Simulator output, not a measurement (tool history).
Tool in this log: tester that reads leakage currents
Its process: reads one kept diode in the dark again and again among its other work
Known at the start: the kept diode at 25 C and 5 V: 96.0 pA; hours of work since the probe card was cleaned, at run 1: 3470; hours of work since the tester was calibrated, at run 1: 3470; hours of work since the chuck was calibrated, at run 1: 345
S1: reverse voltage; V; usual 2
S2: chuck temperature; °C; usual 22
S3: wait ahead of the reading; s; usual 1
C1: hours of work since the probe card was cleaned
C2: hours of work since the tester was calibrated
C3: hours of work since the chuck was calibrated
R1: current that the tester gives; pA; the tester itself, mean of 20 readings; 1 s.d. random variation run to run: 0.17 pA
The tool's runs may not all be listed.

run   hour     S1  S2    S3    C1    C2   C3      R1
  1      0      2  22     1  3470  3470  345   63.75
  2  111.7   7.85  22     1  3557  3557  433  111.27
  3  210.8      2  56     1  3635  3635  510   963.6
  4  296.2      2  56     1  3701  3701  577  978.82
  5  361.2      2  56     1  3752  3752  628  980.57
     394.5  -- tester calibrated
     424.8  -- probe card cleaned and baked
  6  488.8      2  56     1    50    71  724  990.72
     590.2  -- chuck's temperature calibrated
  7  617.5   1.04  56     1   149   171   21  706.99
  8  699.7  17.17  22  4.22   213   235   86  111.84
  9  769.9  17.17  22  4.22   268   290  141  113.52
     812.9  -- tester calibrated, once more
 10  831.9   2.35  26  1.48   315    15  187   86.71

What does the tool deliver on the next run?
 11  903.7  17.02  55  5.21  371  71  244   ?

R1: 1667.59 pA
Had the tool carried no hidden state, the very same run would have given R1 1599.05 pA.

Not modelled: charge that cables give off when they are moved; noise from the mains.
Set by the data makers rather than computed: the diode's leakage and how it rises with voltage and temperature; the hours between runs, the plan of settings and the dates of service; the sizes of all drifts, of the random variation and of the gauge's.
